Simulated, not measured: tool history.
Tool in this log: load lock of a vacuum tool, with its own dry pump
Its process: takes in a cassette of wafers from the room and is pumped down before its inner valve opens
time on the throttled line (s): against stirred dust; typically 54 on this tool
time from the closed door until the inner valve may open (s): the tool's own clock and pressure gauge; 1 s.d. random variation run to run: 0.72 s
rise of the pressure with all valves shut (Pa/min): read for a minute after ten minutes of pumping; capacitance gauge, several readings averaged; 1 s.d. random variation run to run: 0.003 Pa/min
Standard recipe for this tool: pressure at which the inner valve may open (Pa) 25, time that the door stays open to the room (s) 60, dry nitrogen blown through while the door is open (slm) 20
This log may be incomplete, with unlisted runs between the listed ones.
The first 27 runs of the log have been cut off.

run	day	time on the throttled line (s)	pressure at which the inner valve may open (Pa)	time that the door stays open to the room (s)	dry nitrogen blown through while the door is open (slm)	incoming humidity of the room's air, %	time from the closed door until the inner valve may open (s)	rise of the pressure with all valves shut (Pa/min)
28	88.842	48	36	26	6	48.6	105.7	0.043
29	91.271	33	25	60	20	45.1	97.7	0.031
30	94.888	42	25	60	20	39.6	103.4	0.034
31	99.521	54	20	28	20	46.7	115.5	0.032
32	103.971	102	25	87	20	45.7	150.9	0.042
33	106.783	33	27	174	16	45.9	96.9	0.052
34	109.162	29	43	31	26	45.4	89	0.035
35	112.821	29	43	31	26	46.6	89.2	0.031
36	115.538	54	40	60	20	43.8	109.4	0.036
37	119.592	34	36	60	8	44.1	94.7	0.044

Below are 3 alternative next runs, each starting from the tool's condition after run 37. Predict each:
A	123.904	70	25	60	20	45.5	?	?
B	123.904	34	48	78	8	46.4	?	?
C	123.904	34	36	80	27	45.2	?	?

run	time from the closed door until the inner valve may open (s)	rise of the pressure with all valves shut (Pa/min)
A	124.8	0.038
B	93	0.042
C	95.4	0.035
With no hidden state in the tool, these same runs would have given:
run	time from the closed door until the inner valve may open (s)	rise of the pressure with all valves shut (Pa/min)
A	121.3	0.019
B	89.4	0.024
C	91.6	0.016
